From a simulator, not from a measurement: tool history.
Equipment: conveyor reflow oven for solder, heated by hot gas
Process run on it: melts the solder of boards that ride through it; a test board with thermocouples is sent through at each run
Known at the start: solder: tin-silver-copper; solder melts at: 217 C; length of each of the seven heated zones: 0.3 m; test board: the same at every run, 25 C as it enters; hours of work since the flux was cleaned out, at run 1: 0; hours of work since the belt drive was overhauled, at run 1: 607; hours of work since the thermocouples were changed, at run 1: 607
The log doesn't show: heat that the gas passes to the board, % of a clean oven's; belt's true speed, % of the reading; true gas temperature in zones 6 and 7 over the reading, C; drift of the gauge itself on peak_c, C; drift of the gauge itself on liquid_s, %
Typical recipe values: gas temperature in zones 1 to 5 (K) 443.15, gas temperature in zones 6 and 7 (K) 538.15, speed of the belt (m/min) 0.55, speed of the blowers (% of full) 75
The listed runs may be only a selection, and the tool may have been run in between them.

run	day	gas temperature in zones 1 to 5 (K)	gas temperature in zones 6 and 7 (K)	speed of the belt (m/min)	speed of the blowers (% of full)	hours of work since the flux was cleaned out	hours of work since the belt drive was overhauled	hours of work since the thermocouples were changed	highest temperature of the board (K)	time above the solder's melting point (s)
1	0	443.15	538.15	0.55	75	0	607	607	524.95	48.9
2	2.088	443.15	538.15	0.55	75	22	629	629	525.05	48.5
3	3.917	443.15	538.15	0.55	75	41	648	648	525.55	48.8
4	7.338	443.15	538.15	0.55	75	77	684	684	525.05	48.5
5	9.571	443.15	530.15	0.55	75	100	707	707	518.45	44.1
6	13.488	443.15	530.15	0.55	75	141	748	748	517.95	44.2
7	16.267	443.15	530.15	0.55	75	170	777	777	518.25	44.1
# day 17.096: flux residue cleaned out of gas plates and filters
8	18.075	443.15	530.15	0.55	75	10	794	794	517.85	44.2
9	21.754	443.15	527.15	0.55	75	49	833	833	515.75	42.3
10	24.117	443.15	527.15	0.55	75	73	857	857	515.25	42.2
11	26.017	443.15	527.15	0.55	75	93	877	877	515.45	42.2
12	29.958	443.15	527.15	0.55	75	135	918	918	515.45	42.3
13	32.829	445.15	538.15	0.55	75	165	948	948	525.95	49.7
# day 34.158: flux residue cleaned out of gas plates and filters
14	36.221	445.15	538.15	0.55	75	22	982	982	525.45	49.4
15	39.904	445.15	538.15	0.55	75	60	1020	1020	525.65	49.3
16	42.621	443.15	539.15	0.55	75	89	1049	1049	526.25	49.1
17	45.512	443.15	539.15	0.55	75	119	1079	1079	526.15	49.4
18	47.496	443.15	539.15	0.55	75	139	1100	1100	526.15	49.2
19	49.862	443.15	539.15	0.55	75	164	1124	1124	526.75	49
# day 51.104: flux residue cleaned out of gas plates and filters
20	53.429	434.15	550.15	0.491	61	24	1160	1160	536.85	58.5
21	55.633	434.15	550.15	0.491	61	47	1183	1183	536.55	58.5
22	59.15	442.15	552.15	0.47	88	84	1219	1219	543.15	67.5
23	60.746	443.15	538.15	0.55	75	101	1236	1236	525.45	48.8
24	63.242	434.15	530.15	0.471	64	127	1262	1262	519.25	51.2
25	65.85	455.15	548.15	0.602	86	154	1289	1289	534.85	51.7
# day 68.167: flux residue cleaned out of gas plates and filters
26	68.554	455.15	545.15	0.602	75	4	1316	1316	530.95	50.1
27	72.079	443.15	531.15	0.62	75	41	1352	1352	516.55	36.4
# day 74.588: belt drive overhauled, speed set with a stopwatch
# day 74.671: thermocouples of zones 6 and 7 changed
28	75.658	435.15	527.15	0.583	75	76	10	10	512.85	35
29	79.096	435.15	527.15	0.583	75	112	46	46	512.85	34.7
30	82.533	435.15	527.15	0.641	75	148	82	82	509.85	28.4

Consider 3 possible next runs. They are alternatives, not a sequence: every one starts from the tool as it was left by run 30. What does each give?
A	84.696	443.15	538.15	0.459	75	170	105	105	?	?
B	84.696	443.15	535.15	0.613	82	170	105	105	?	?
C	84.696	443.15	538.15	0.55	69	170	105	105	?	?

run	highest temperature of the board (K)	time above the solder's melting point (s)
A	529.85	62.7
B	520.75	40.3
C	524.65	48
What these runs would have given with no unlogged condition in the tool:
run	highest temperature of the board (K)	time above the solder's melting point (s)
A	529.85	62.8
B	520.75	40.3
C	524.65	48

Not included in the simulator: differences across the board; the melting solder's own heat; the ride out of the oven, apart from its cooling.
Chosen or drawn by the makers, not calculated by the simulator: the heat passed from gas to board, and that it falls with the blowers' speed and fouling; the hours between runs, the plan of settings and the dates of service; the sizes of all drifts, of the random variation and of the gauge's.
